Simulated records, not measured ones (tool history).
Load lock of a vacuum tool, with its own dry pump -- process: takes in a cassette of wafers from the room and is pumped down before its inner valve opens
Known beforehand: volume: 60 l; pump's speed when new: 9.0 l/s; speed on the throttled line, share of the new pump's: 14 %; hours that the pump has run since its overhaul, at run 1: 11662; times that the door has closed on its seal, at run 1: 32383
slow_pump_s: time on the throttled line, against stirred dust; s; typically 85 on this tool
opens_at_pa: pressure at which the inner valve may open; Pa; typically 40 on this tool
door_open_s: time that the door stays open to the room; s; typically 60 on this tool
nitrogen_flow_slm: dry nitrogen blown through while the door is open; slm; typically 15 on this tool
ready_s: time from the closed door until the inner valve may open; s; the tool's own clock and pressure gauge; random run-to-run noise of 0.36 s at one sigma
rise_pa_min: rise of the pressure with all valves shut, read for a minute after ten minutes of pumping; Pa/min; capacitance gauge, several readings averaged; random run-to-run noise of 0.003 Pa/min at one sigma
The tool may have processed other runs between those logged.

run      day  slow_pump_s  opens_at_pa  door_open_s  nitrogen_flow_slm  hours that the pump has run since its overhaul  times that the door has closed on its seal  incoming humidity of the room's air, %  ready_s  rise_pa_min
  1    0.000           85           40           60                 15                                           11662                                       32383                                    45.8    130.7        0.257
  2   17.375           85           40           60                 30                                           12079                                       34267                                    47.9    130.9        0.277
  3   25.121           85           40           60                 15                                           12265                                       35107                                    44.0    130.1        0.295
      25.925  -- door's seal changed, seat wiped
  4   34.338           85           40           60                 15                                           12485                                         912                                    47.1    130.7        0.022
  5   46.175           85           40           60                 15                                           12769                                        2196                                    42.3    131.7        0.030
  6   54.446           85           40           60                 15                                           12968                                        3093                                    45.3    130.9        0.032
  7   62.075           85           40           60                 15                                           13151                                        3920                                    46.0    131.0        0.041
  8   77.225           85           40          138                 15                                           13514                                        5563                                    44.8    130.9        0.051
  9   88.442           85           40          138                 15                                           13784                                        6779                                    43.5    131.9        0.058
 10   95.579           85           75           82                 34                                           13955                                        7553                                    44.9    127.0        0.048
 11  103.642           83           75           57                 23                                           14148                                        8428                                    43.6    125.2        0.056
 12  116.571           60           35           60                 15                                           14459                                        9830                                    41.5    111.8        0.057

Subtracting, for every run, the result it would have given without the tool's unlogged condition from the measured result gives the following. The same run-to-run variation enters both numbers; the gauge's scatter may not:
Hidden state at play: pump's speed, % of a new pump's; leak at the door's seal, Pa l/s; drift of the gauge itself on ready_s, %; drift of the gauge itself on rise_pa_min, %.
run  ready_s  rise_pa_min
  1     +5.0       +0.235
  2     +5.3       +0.263
  3     +5.2       +0.273
  4     +5.4       +0.002
  5     +5.6       +0.006
  6     +5.6       +0.009
  7     +5.7       +0.012
  8     +5.8       +0.019
  9     +6.0       +0.024
 10     +5.4       +0.028
 11     +5.5       +0.032
 12     +6.9       +0.040
